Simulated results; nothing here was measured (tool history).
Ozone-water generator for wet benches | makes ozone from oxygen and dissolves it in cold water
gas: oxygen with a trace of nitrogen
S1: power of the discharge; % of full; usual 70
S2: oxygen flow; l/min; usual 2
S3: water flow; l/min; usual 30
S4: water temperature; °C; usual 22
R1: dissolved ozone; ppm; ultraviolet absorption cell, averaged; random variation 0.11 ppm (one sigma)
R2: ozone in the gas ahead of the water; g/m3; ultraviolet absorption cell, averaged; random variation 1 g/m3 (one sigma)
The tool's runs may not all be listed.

Run 1, hour 0: usual settings. Result: R1 7.9 ppm, R2 177.6 g/m3.
Run 2, hour 28.4: usual settings. Result: R1 7.6 ppm, R2 178.9 g/m3.
Run 3, hour 59.8: usual settings. Result: R1 7.9 ppm, R2 178.3 g/m3.
Run 4, hour 82.6: usual settings. Result: R1 7.8 ppm, R2 179.2 g/m3.
Run 5, hour 103.6: usual settings. Result: R1 8.1 ppm, R2 178.5 g/m3.
Run 6, hour 124.7: usual settings. Result: R1 7.9 ppm, R2 177.8 g/m3.
Run 7, hour 157.8: usual settings. Result: R1 7.9 ppm, R2 178 g/m3.
Run 8, hour 194.9: usual settings but S1 65 % of full. Result: R1 7.6 ppm, R2 170 g/m3.
Run 9, hour 230.6: usual settings but S1 65 % of full. Result: R1 7.4 ppm, R2 170.9 g/m3.
Run 10, hour 254.8: usual settings. Result: R1 7.9 ppm, R2 178.1 g/m3.
Run 11, hour 281.2: usual settings. Result: R1 7.9 ppm, R2 177.5 g/m3.
Run 12, hour 298.9: usual settings. Result: R1 8 ppm, R2 176.1 g/m3.
Run 13, hour 314.1: usual settings. Result: R1 7.8 ppm, R2 177.9 g/m3.
Run 14, hour 330.3: usual settings. Result: R1 7.6 ppm, R2 176.4 g/m3.
Run 15, hour 358.3: usual settings. Result: R1 8 ppm, R2 176.9 g/m3.
Run 16, hour 378.6: usual settings but S1 53 % of full. Result: R1 6.7 ppm, R2 150.7 g/m3.
Run 17, hour 414.9: usual settings but S3 27 l/min. Result: R1 8.8 ppm, R2 174.8 g/m3.
Run 18, hour 431.5: usual settings but S1 67 % of full, S2 1.96 l/min, S3 38 l/min, S4 21 °C. Result: R1 5.8 ppm, R2 171 g/m3.
Run 19, hour 449.6: usual settings but S1 92 % of full. Result: R1 9.3 ppm, R2 207.1 g/m3.
Run 20, hour 483.7: usual settings but S1 92 % of full. Result: R1 9.2 ppm, R2 206.5 g/m3.
Run 21, hour 504.7: usual settings but S1 92 % of full. Result: R1 9.2 ppm, R2 206.5 g/m3.
Run 22, hour 523.5: usual settings but S1 57 % of full, S2 1.12 l/min. Result: R1 5.9 ppm, R2 215.2 g/m3.
Run 23, hour 543.4: usual settings but S1 81 % of full, S2 1.12 l/min. Result: R1 7.1 ppm, R2 266.3 g/m3.
Run 24, hour 562.3: usual settings but S1 65 % of full, S2 1.42 l/min, S3 28 l/min, S4 29 °C. Result: R1 7.1 ppm, R2 205.8 g/m3.
Run 25, hour 591.5: usual settings but S1 64 % of full, S2 1.34 l/min, S3 27 l/min. Result: R1 7.4 ppm, R2 209.5 g/m3.
Run 26, hour 615.6: usual settings but S1 51 % of full. Result: R1 6.6 ppm, R2 146.6 g/m3.
Run 27, hour 651.1: usual settings but S1 51 % of full. Result: R1 6.6 ppm, R2 145.7 g/m3.
Run 28, hour 686.8: usual settings but S1 55 % of full, S2 2.14 l/min, S3 27 l/min. Result: R1 7.4 ppm, R2 149 g/m3.
Run 29, hour 719.7: usual settings but S1 60 % of full, S2 2.14 l/min, S3 27 l/min. Result: R1 8 ppm, R2 155.2 g/m3.
Run 30, hour 739.8: usual settings but S1 60 % of full, S2 2.14 l/min, S3 27 l/min. Result: R1 8 ppm, R2 154.5 g/m3.
Run 31, hour 760.4: usual settings but S4 18 °C. Result: R1 8 ppm, R2 176.6 g/m3.

Measured less the same run without the tool's hidden state. The same run-to-run variation is in both; the gauge's scatter may not be:
The hidden state here: yield of the discharge, % of new electrodes'; contactor's efficiency, % of a clean one's; true water temperature over the reading, C; drift of the gauge itself on ozone_ppm, %; drift of the gauge itself on gas_g_m3, %.
run    R1    R2
  1  -0.3    -2
  2  -0.3  -2.1
  3  -0.3  -2.2
  4  -0.2  -2.3
  5  -0.2  -2.4
  6  -0.3  -2.5
  7  -0.2  -2.5
  8  -0.2  -2.4
  9  -0.3  -2.6
 10  -0.3    -3
 11  -0.3  -3.1
 12  -0.3    -3
 13  -0.3  -3.1
 14  -0.3  -3.1
 15  -0.3  -3.3
 16  -0.2  -2.4
 17  -0.4  -3.5
 18  -0.3  -3.3
 19  -0.4  -4.9
 20  -0.4  -5.1
 21  -0.4  -5.2
 22  -0.2  -4.2
 23  -0.3  -6.4
 24  -0.3  -4.5
 25  -0.3  -4.6
 26  -0.3  -2.9
 27  -0.3  -2.9
 28  -0.3  -3.2
 29  -0.4  -3.7
 30  -0.3  -3.7
 31  -0.4  -4.7

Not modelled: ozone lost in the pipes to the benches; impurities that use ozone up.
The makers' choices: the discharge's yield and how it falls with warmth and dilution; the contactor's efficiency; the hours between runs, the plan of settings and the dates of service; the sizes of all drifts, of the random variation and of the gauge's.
